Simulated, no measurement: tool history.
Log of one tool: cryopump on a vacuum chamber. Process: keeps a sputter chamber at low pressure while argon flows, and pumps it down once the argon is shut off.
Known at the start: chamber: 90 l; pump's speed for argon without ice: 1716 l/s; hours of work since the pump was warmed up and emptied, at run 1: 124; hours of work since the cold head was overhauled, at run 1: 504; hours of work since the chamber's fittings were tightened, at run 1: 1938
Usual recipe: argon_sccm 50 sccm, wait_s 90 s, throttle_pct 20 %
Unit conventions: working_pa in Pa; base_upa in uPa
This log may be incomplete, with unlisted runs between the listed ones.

run,hour,argon_sccm,wait_s,throttle_pct,hours of work since the pump was warmed up and emptied,hours of work since the cold head was overhauled,hours of work since the chamber's fittings were tightened,working_pa,base_upa
1,0,50,90,20,124,504,1938,0.2516,1.22
2,17.7,50,90,20,132,512,1947,0.2487,1.23
3,37.8,50,90,20,142,522,1956,0.2501,1.23
4,60.7,50,90,20,152,532,1967,0.2506,1.26
5,89.5,50,57,20,166,546,1980,0.2502,1.53
6,111.5,50,57,20,176,556,1991,0.2496,1.63
7,143.1,50,57,20,191,571,2006,0.2515,1.61
8,172.5,23,90,20,205,585,2019,0.1171,1.26
9,193.1,23,90,20,215,595,2029,0.1158,1.3
10,211.6,50,50,20,223,603,2038,0.2536,1.69
11,232.5,51,90,20,233,613,2048,0.2578,1.35
12,247.4,51,90,20,240,620,2055,0.2598,1.29
13,267.5,51,90,20,250,629,2064,0.2582,1.33
14,291,23,90,20,261,641,2075,0.1184,1.32
15,321.2,23,90,20,275,655,2089,0.1164,1.34

Run 16 has not been measured yet. What should we expect?
16,336.6,68,90,44,282,662,2096,?,?

Run 16 produced working_pa 0.1621 Pa, base_upa 1.33 uPa.
If the tool had no hidden condition, the same run with the same run-to-run variation would have returned working_pa 0.1514 Pa, base_upa 0.72 uPa.

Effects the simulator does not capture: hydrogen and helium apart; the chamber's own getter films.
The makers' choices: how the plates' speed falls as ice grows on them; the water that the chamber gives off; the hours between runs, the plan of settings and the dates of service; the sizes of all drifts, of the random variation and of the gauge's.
